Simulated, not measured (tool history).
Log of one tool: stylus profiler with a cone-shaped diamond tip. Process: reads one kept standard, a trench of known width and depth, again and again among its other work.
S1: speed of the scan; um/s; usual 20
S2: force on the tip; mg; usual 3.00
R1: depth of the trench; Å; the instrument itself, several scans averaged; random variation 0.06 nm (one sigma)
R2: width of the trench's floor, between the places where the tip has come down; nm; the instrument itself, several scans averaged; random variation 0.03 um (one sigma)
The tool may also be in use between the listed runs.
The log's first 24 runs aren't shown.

run	hour	S1	S2	R1	R2
25	877.5	16	1.06	1007.7	98500
26	900.7	27	1.35	1009.7	98470
27	932.7	20	2.62	1014.3	98550
28	983.9	20	2.62	1014.6	98550
29	1014.9	20	2.62	1014.5	98520
30	1043.1	20	2.62	1014.8	98540
31	1092.1	20	2.62	1014.2	98550
32	1122.8	30	4.70	1020.9	98520
33	1163.5	22	3.43	1017.1	98510
# hour 1184.0: new tip fitted, height scale calibrated
34	1192.7	52	4.62	1022.6	98550
35	1235.9	63	2.91	1015.1	98480
36	1280.5	45	5.43	1024.9	98540
37	1328.0	45	5.43	1025.3	98560
38	1376.3	20	3.23	1016.5	98580
39	1421.1	23	2.57	1014.6	98560
40	1452.7	50	1.84	1011.8	98420
41	1477.6	20	4.85	1021.8	98560
42	1521.6	8	1.07	1007.6	98580
43	1550.7	12	1.70	1011.6	98540
44	1600.5	12	1.70	1011.0	98550
45	1639.7	12	1.70	1010.9	98540
46	1687.6	12	1.70	1010.5	98560

3 ways to go on from here, each from the tool as it stands after run 46. What would each give?
A	1737.1	72	2.52	?	?
B	1737.1	19	1.87	?	?
C	1737.1	62	1.04	?	?

run	R1	R2
A	1014.3	98410
B	1013.0	98550
C	1008.5	98380
Without the tool's hidden state the same runs would have given:
run	R1	R2
A	1014.4	98420
B	1013.1	98560
C	1008.6	98390

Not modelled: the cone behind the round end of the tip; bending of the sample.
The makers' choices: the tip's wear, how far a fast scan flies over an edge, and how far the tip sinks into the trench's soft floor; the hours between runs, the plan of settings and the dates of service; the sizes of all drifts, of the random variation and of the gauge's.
